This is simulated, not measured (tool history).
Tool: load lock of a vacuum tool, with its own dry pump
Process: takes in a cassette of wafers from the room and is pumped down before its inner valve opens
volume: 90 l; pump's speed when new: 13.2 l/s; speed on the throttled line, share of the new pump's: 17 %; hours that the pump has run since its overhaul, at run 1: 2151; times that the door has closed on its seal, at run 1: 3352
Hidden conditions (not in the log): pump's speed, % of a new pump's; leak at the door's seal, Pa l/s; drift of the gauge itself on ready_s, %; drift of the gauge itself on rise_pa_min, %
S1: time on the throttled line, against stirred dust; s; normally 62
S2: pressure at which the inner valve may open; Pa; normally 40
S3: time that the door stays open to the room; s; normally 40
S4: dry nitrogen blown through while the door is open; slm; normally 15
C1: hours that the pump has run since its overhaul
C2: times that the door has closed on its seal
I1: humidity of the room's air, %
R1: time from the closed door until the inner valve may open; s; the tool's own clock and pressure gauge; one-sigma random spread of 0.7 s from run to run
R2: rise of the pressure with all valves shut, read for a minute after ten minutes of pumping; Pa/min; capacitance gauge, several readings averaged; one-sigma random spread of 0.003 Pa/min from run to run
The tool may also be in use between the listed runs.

run,day,S1,S2,S3,S4,C1,C2,I1,R1,R2
1,0,62,40,40,15,2151,3352,46.7,105.6,0.044
2,2.458,62,32,40,15,2210,3433,43.8,107.3,0.043
3,5.062,62,32,40,15,2273,3519,45.8,105.5,0.051
4,7.604,62,32,40,15,2334,3603,43.6,106.1,0.041
5,11.425,62,32,40,15,2425,3729,47.1,106.5,0.047
6,14.167,62,32,40,15,2491,3820,45,105.8,0.046
7,16.696,62,32,40,15,2552,3904,45.4,105.5,0.048
8,20.608,62,40,40,15,2646,4033,46.1,105.7,0.039
9,23.771,62,40,40,15,2722,4137,43.5,105.2,0.048
10,27.246,62,40,40,15,2805,4252,42.8,104.8,0.041
11,28.996,62,40,40,15,2847,4310,49.8,105.1,0.053
12,31.129,46,40,47,31,2898,4380,43.8,92.2,0.038
13,34.433,69,40,217,11,2977,4489,42.4,111.4,0.105
14,38.321,40,53,41,11,3071,4618,46.6,85.7,0.044
15,41.992,63,39,88,22,3159,4739,41.9,106.2,0.058
16,43.721,118,55,55,6,3200,4796,47.2,150.6,0.069
17,47.642,42,40,52,15,3294,4926,48,88.4,0.059
18,51.158,35,40,49,15,3379,5042,47.2,83.5,0.056
19,53.308,89,40,55,36,3430,5113,44,127.3,0.038
20,56.429,89,40,55,36,3505,5216,45.4,129.4,0.047
21,60.558,89,40,55,36,3604,5352,44.5,127.6,0.043

Selected run-to-run steps in R1, each split into two signed amounts: the part the tool would show with no hidden state at all (from settings, incoming material and random variation), and the remainder, which goes to the hidden state together with any gauge scatter not common to the measured and the hidden-state-free results:
Run 15 -> 16: S1 63 -> 118, S2 39 -> 55, S3 88 -> 55, S4 22 -> 6. R1 +44.4 s: hidden state -0.2, all else +44.6.
Run 16 -> 17: S1 118 -> 42, S2 55 -> 40, S3 55 -> 52, S4 6 -> 15. R1 -62.2 s: hidden state +0.4, all else -62.6.
